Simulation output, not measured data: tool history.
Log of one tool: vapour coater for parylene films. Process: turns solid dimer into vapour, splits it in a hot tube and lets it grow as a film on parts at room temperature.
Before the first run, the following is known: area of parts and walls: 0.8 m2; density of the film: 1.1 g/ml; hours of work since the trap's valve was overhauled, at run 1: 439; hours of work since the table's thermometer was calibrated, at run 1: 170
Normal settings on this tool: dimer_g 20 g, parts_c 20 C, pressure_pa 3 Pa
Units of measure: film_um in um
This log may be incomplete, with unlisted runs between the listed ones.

run,hour,dimer_g,parts_c,pressure_pa,hours of work since the trap's valve was overhauled,hours of work since the table's thermometer was calibrated,film_um
1,0,20,20,3,439,170,13.85
2,20.5,20,20,3,453,184,13.67
3,51.3,20,20,3,474,205,13.89
4,68.6,20,13,3,486,217,18.76
5,104.9,20,13,3,511,242,18.58
6,123.1,20,20,3,524,255,13.6
7,160.2,20,20,3,549,280,13.55
8,182.6,20,20,3,565,296,13.47
9,206.8,20,20,3,582,313,13.39
# hour 213.2: trap's valve overhauled
10,242.9,20,20,3,21,335,12.66
11,279,20,20,3,45,360,12.39
12,313.7,20,20,3,69,384,12.39
13,347.8,20,20,3,93,407,12.31
# hour 361.2: trap's valve overhauled, once more
14,376.2,20,20,3,10,424,15
15,412.7,20,20,3,36,449,14.98
16,449.9,20,20,3,61,475,14.73
17,468.4,29,20,3,74,488,21.64
18,497.5,20,17,4.86,94,508,15.28
19,527.4,9,18,3,115,528,7.27
20,566.2,14,14,3,142,555,13.41
21,584.7,14,14,3,154,568,13.34
22,622.5,14,14,3,180,594,13.4
23,655.5,9,21,3,203,617,6.18
24,685.3,9,21,3,224,638,6.24
25,716.4,19,20,7.4,245,659,11.66
26,738.6,20,29,3,261,674,9.52
27,779.6,20,12,9.64,289,703,16.39
28,807.8,20,12,9.64,308,722,16.19
29,848.3,20,12,9.64,336,750,16.26
30,879.9,9,20,8.26,358,772,5.31
31,915,8,26,3,383,796,4.25

3 options for the next run, each taken on its own from the tool as it stands now. Forecast them:
A,947.7,16,16,2.88,405,819,?
B,947.7,20,19,7.44,405,819,?
C,947.7,16,19,6.28,405,819,?

run,film_um
A,13.33
B,12.42
C,10.13
What these runs would have given with no unlogged condition in the tool:
run,film_um
A,14.72
B,13.72
C,11.19

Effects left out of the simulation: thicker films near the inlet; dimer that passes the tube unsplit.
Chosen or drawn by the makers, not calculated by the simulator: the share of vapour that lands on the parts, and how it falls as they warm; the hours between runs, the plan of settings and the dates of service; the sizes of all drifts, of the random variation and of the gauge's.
